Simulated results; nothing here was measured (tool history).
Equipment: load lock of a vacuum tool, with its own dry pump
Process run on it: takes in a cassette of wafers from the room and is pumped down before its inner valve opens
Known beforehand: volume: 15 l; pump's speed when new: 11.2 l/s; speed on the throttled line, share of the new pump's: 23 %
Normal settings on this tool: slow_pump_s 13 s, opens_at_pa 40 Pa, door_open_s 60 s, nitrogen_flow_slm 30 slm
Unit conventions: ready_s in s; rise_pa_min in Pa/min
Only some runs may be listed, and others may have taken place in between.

run	hour	slow_pump_s	opens_at_pa	door_open_s	nitrogen_flow_slm	incoming humidity of the room's air, %	ready_s	rise_pa_min
1	0.0	13	40	60	30	45.1	20.9	0.056
2	389.6	13	32	60	30	43.3	21.0	0.053
3	693.8	13	33	60	30	42.6	20.9	0.060
4	991.2	13	33	60	6	46.7	21.4	0.080
5	1290.6	13	33	26	6	47.8	21.4	0.077
6	1677.0	13	33	26	6	45.1	21.0	0.075
7	1967.9	13	40	60	30	46.2	21.0	0.076
8	2373.3	13	40	60	30	41.6	20.8	0.074
9	2608.9	13	40	60	30	48.8	21.1	0.078
10	2850.4	13	40	60	30	42.6	21.2	0.081
11	3152.1	13	40	60	30	45.2	20.9	0.091
12	3370.0	13	40	60	30	45.0	21.1	0.093
13	3792.7	7	66	83	25	46.9	15.8	0.103
14	4041.1	15	40	29	30	48.3	22.6	0.096
15	4237.8	15	40	69	19	43.6	22.7	0.106
16	4549.2	15	40	69	19	44.9	22.7	0.107
17	4966.0	15	64	69	19	45.6	22.3	0.118
18	5231.5	15	64	69	19	45.0	22.1	0.121
19	5475.3	13	40	49	38	43.1	21.2	0.117

The logged runs with the hidden state left out (each run's random variation unchanged):
What the log doesn't record here: pump's speed, % of a new pump's; leak at the door's seal, Pa l/s; drift of the gauge itself on ready_s, %; drift of the gauge itself on rise_pa_min, %.
run	ready_s	rise_pa_min
1	20.7	0.030
2	20.8	0.023
3	20.6	0.027
4	21.1	0.044
5	21.1	0.038
6	20.6	0.033
7	20.6	0.029
8	20.4	0.025
9	20.7	0.026
10	20.8	0.026
11	20.4	0.031
12	20.6	0.032
13	15.2	0.036
14	22.0	0.025
15	22.1	0.035
16	22.1	0.031
17	21.7	0.036
18	21.5	0.035
19	20.5	0.026

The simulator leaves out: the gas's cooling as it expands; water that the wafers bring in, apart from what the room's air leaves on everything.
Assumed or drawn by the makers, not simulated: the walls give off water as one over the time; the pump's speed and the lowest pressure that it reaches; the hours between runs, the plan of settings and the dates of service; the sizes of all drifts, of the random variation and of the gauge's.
